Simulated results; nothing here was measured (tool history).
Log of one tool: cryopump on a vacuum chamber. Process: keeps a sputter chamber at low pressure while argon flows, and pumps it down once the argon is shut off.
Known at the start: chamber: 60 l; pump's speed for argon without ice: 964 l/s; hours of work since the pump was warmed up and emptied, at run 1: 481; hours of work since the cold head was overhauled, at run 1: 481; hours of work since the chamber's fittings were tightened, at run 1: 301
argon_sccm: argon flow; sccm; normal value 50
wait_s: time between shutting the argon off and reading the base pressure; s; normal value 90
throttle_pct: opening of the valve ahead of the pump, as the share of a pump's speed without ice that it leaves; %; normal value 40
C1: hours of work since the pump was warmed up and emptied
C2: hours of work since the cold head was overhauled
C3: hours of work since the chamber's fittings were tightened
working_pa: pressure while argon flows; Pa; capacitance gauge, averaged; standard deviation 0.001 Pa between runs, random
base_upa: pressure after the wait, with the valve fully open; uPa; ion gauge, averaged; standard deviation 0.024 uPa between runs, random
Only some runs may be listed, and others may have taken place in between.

run 1 hour=0.0 | argon_sccm=50 wait_s=90 throttle_pct=40 | C1=481 C2=481 C3=301 | working_pa=0.2353 base_upa=1.14
run 2 hour=23.3 | argon_sccm=50 wait_s=90 throttle_pct=40 | C1=494 C2=494 C3=313 | working_pa=0.2372 base_upa=1.17
run 3 hour=35.1 | argon_sccm=50 wait_s=90 throttle_pct=40 | C1=500 C2=500 C3=320 | working_pa=0.2360 base_upa=1.17
run 4 hour=51.4 | argon_sccm=50 wait_s=90 throttle_pct=40 | C1=509 C2=509 C3=328 | working_pa=0.2371 base_upa=1.20
run 5 hour=69.0 | argon_sccm=50 wait_s=90 throttle_pct=40 | C1=518 C2=518 C3=338 | working_pa=0.2354 base_upa=1.19
-- hour=75.2 pump warmed up, emptied and cooled again
run 6 hour=95.8 | argon_sccm=50 wait_s=90 throttle_pct=40 | C1=11 C2=530 C3=350 | working_pa=0.2210 base_upa=1.14
run 7 hour=111.1 | argon_sccm=50 wait_s=90 throttle_pct=40 | C1=19 C2=538 C3=358 | working_pa=0.2187 base_upa=1.05
run 8 hour=130.3 | argon_sccm=50 wait_s=90 throttle_pct=40 | C1=30 C2=549 C3=368 | working_pa=0.2200 base_upa=1.11
run 9 hour=142.1 | argon_sccm=50 wait_s=90 throttle_pct=15 | C1=36 C2=555 C3=375 | working_pa=0.5879 base_upa=1.12
run 10 hour=158.2 | argon_sccm=50 wait_s=90 throttle_pct=15 | C1=45 C2=564 C3=384 | working_pa=0.5868 base_upa=1.15
run 11 hour=181.4 | argon_sccm=50 wait_s=90 throttle_pct=15 | C1=57 C2=576 C3=396 | working_pa=0.5908 base_upa=1.16
run 12 hour=201.0 | argon_sccm=50 wait_s=90 throttle_pct=15 | C1=68 C2=587 C3=407 | working_pa=0.5852 base_upa=1.19
run 13 hour=211.6 | argon_sccm=50 wait_s=90 throttle_pct=15 | C1=74 C2=593 C3=412 | working_pa=0.5854 base_upa=1.17
run 14 hour=224.3 | argon_sccm=50 wait_s=90 throttle_pct=15 | C1=81 C2=600 C3=419 | working_pa=0.5878 base_upa=1.16
run 15 hour=242.4 | argon_sccm=41 wait_s=108 throttle_pct=16 | C1=90 C2=609 C3=429 | working_pa=0.4502 base_upa=1.12
run 16 hour=261.8 | argon_sccm=41 wait_s=108 throttle_pct=16 | C1=101 C2=620 C3=439 | working_pa=0.4538 base_upa=1.12
run 17 hour=285.1 | argon_sccm=41 wait_s=108 throttle_pct=16 | C1=113 C2=632 C3=452 | working_pa=0.4491 base_upa=1.07
run 18 hour=299.7 | argon_sccm=30 wait_s=137 throttle_pct=30 | C1=121 C2=640 C3=460 | working_pa=0.1778 base_upa=1.03
run 19 hour=310.5 | argon_sccm=52 wait_s=58 throttle_pct=39 | C1=127 C2=646 C3=466 | working_pa=0.2388 base_upa=1.56
run 20 hour=333.1 | argon_sccm=47 wait_s=21 throttle_pct=35 | C1=139 C2=658 C3=478 | working_pa=0.2390 base_upa=3.07
run 21 hour=348.0 | argon_sccm=47 wait_s=21 throttle_pct=35 | C1=147 C2=666 C3=486 | working_pa=0.2417 base_upa=2.93
run 22 hour=365.9 | argon_sccm=50 wait_s=90 throttle_pct=36 | C1=157 C2=676 C3=496 | working_pa=0.2497 base_upa=1.20
run 23 hour=385.9 | argon_sccm=50 wait_s=25 throttle_pct=32 | C1=168 C2=687 C3=507 | working_pa=0.2796 base_upa=2.73
run 24 hour=408.0 | argon_sccm=50 wait_s=25 throttle_pct=32 | C1=180 C2=699 C3=518 | working_pa=0.2807 base_upa=2.74
run 25 hour=421.9 | argon_sccm=47 wait_s=267 throttle_pct=30 | C1=187 C2=706 C3=526 | working_pa=0.2820 base_upa=0.88
run 26 hour=442.5 | argon_sccm=23 wait_s=150 throttle_pct=40 | C1=198 C2=718 C3=537 | working_pa=0.1044 base_upa=0.96
run 27 hour=456.4 | argon_sccm=72 wait_s=211 throttle_pct=40 | C1=206 C2=725 C3=545 | working_pa=0.3269 base_upa=0.93
run 28 hour=466.6 | argon_sccm=72 wait_s=211 throttle_pct=40 | C1=211 C2=731 C3=550 | working_pa=0.3267 base_upa=0.95

What if the next run were any one of these 3? Each begins from the tool's condition after run 28:
run A hour=479.8 | argon_sccm=72 wait_s=258 throttle_pct=19 | C1=219 C2=738 C3=557 | working_pa=? base_upa=?
run B hour=479.8 | argon_sccm=80 wait_s=211 throttle_pct=40 | C1=219 C2=738 C3=557 | working_pa=? base_upa=?
run C hour=479.8 | argon_sccm=72 wait_s=211 throttle_pct=40 | C1=219 C2=738 C3=557 | working_pa=? base_upa=?

run=A working_pa=0.6731 base_upa=0.95
run=B working_pa=0.3643 base_upa=0.90
run=C working_pa=0.3272 base_upa=0.93
Without the tool's unlogged condition, the same runs would have read:
run=A working_pa=0.6617 base_upa=0.55
run=B working_pa=0.3516 base_upa=0.51
run=C working_pa=0.3157 base_upa=0.53
